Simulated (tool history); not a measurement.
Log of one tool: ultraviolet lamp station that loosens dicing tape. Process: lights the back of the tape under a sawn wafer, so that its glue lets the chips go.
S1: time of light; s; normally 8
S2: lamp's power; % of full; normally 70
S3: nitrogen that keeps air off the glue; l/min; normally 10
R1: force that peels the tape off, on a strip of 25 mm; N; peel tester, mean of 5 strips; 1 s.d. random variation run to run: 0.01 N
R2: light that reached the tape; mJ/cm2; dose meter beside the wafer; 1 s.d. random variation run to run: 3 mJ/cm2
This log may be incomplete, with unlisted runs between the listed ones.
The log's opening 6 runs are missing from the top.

| run | hour | S1 | S2 | S3 | R1 | R2 |
|---|---|---|---|---|---|---|
| 7 | 382.3 | 8 | 70 | 10 | 0.588 | 382 |
| 8 | 424.2 | 8 | 70 | 10 | 0.6 | 383 |
| 9 | 465 | 8 | 70 | 10 | 0.61 | 379 |
| 10 | 548.7 | 4 | 70 | 10 | 1.331 | 184 |
| 11 | 616 | 4 | 70 | 10 | 1.349 | 183 |
| 12 | 706.5 | 4 | 70 | 10 | 1.385 | 176 |
| 13 | 766.4 | 14 | 70 | 10 | 0.268 | 602 |
|  | 771.6 | window cleaned of glue's vapour |
| 14 | 819.1 | 8 | 70 | 10 | 0.749 | 331 |
| 15 | 896.8 | 5 | 70 | 10 | 1.205 | 205 |
| 16 | 970.9 | 6 | 70 | 10 | 1.071 | 243 |
| 17 | 1062.8 | 7 | 70 | 10 | 0.91 | 273 |
| 18 | 1153.3 | 8 | 70 | 10 | 0.804 | 305 |
| 19 | 1227.7 | 8 | 70 | 10 | 0.824 | 295 |
|  | 1310.7 | window cleaned of glue's vapour, once more |
| 20 | 1321.7 | 8 | 70 | 10 | 0.676 | 357 |
| 21 | 1399.8 | 8 | 70 | 10 | 0.675 | 344 |
| 22 | 1472.8 | 14 | 70 | 5 | 0.448 | 593 |
| 23 | 1556.4 | 14 | 77 | 16 | 0.155 | 634 |
| 24 | 1623.7 | 8 | 91 | 19 | 0.327 | 426 |
| 25 | 1714.7 | 8 | 91 | 19 | 0.334 | 417 |
| 26 | 1768 | 6 | 86 | 10 | 0.866 | 287 |
| 27 | 1836.2 | 5 | 70 | 10 | 1.311 | 189 |
| 28 | 1922.9 | 8 | 98 | 11 | 0.464 | 421 |
| 29 | 1988.5 | 8 | 82 | 18 | 0.49 | 349 |

Expected results for the next run?
| 30 | 2032.9 | 15 | 92 | 3 | ? | ? |

{"run 30": {"R1": 0.496, "R2": 712}}
If the tool had no hidden condition, the same run with the same run-to-run variation would have returned R1 0.222 N, R2 1094 mJ/cm2.

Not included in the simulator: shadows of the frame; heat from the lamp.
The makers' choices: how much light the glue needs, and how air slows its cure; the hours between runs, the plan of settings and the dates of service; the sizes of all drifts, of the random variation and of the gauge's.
